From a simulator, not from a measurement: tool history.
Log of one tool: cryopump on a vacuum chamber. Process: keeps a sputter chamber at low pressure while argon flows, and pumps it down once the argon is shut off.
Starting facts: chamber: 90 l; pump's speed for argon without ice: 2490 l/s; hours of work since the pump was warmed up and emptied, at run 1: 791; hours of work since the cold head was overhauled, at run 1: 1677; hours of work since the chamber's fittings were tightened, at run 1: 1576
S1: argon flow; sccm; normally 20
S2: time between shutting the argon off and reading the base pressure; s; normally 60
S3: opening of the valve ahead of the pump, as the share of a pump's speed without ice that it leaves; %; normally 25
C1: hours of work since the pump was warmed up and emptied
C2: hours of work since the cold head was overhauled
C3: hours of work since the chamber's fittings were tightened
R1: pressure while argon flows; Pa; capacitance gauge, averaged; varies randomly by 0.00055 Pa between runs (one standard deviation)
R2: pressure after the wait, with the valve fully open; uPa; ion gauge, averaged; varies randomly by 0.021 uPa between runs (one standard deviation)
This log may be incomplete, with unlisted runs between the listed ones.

| run | hour | S1 | S2 | S3 | C1 | C2 | C3 | R1 | R2 |
|---|---|---|---|---|---|---|---|---|---|
| 1 | 0.0 | 20 | 60 | 25 | 791 | 1677 | 1576 | 0.0580 | 1.37 |
| 2 | 32.7 | 20 | 60 | 25 | 815 | 1701 | 1599 | 0.0570 | 1.38 |
| 3 | 76.8 | 20 | 60 | 25 | 846 | 1732 | 1630 | 0.0577 | 1.42 |
|  | 132.2 | pump warmed up, emptied and cooled again |
| 4 | 134.9 | 20 | 60 | 25 | 2 | 1770 | 1668 | 0.0553 | 1.22 |
| 5 | 176.1 | 11 | 60 | 25 | 31 | 1799 | 1698 | 0.0297 | 1.25 |
| 6 | 242.9 | 11 | 60 | 25 | 79 | 1847 | 1746 | 0.0301 | 1.25 |
| 7 | 302.6 | 11 | 60 | 25 | 122 | 1890 | 1788 | 0.0296 | 1.27 |
| 8 | 334.5 | 8 | 57 | 25 | 144 | 1913 | 1811 | 0.0219 | 1.32 |
| 9 | 387.4 | 25 | 60 | 54 | 182 | 1950 | 1849 | 0.0334 | 1.32 |
| 10 | 433.8 | 25 | 60 | 54 | 215 | 1983 | 1882 | 0.0329 | 1.35 |
| 11 | 499.6 | 27 | 60 | 19 | 262 | 2030 | 1929 | 0.0979 | 1.32 |
| 12 | 552.1 | 16 | 60 | 28 | 300 | 2068 | 1966 | 0.0398 | 1.42 |
| 13 | 623.5 | 20 | 60 | 51 | 351 | 2119 | 2017 | 0.0287 | 1.45 |

Alternative continuations, all from the tool just after run 13; predict every row:
| A | 695.8 | 15 | 60 | 39 | 402 | 2171 | 2069 | ? | ? |
| B | 695.8 | 8 | 60 | 46 | 402 | 2171 | 2069 | ? | ? |
| C | 695.8 | 10 | 35 | 51 | 402 | 2171 | 2069 | ? | ? |
| D | 695.8 | 20 | 143 | 51 | 402 | 2171 | 2069 | ? | ? |

| run | R1 | R2 |
|---|---|---|
| A | 0.0273 | 1.48 |
| B | 0.0130 | 1.54 |
| C | 0.0151 | 1.77 |
| D | 0.0282 | 1.33 |
Had the tool no hidden state, the same runs would have come out as:
| run | R1 | R2 |
|---|---|---|
| A | 0.0258 | 0.44 |
| B | 0.0122 | 0.47 |
| C | 0.0142 | 0.71 |
| D | 0.0263 | 0.26 |

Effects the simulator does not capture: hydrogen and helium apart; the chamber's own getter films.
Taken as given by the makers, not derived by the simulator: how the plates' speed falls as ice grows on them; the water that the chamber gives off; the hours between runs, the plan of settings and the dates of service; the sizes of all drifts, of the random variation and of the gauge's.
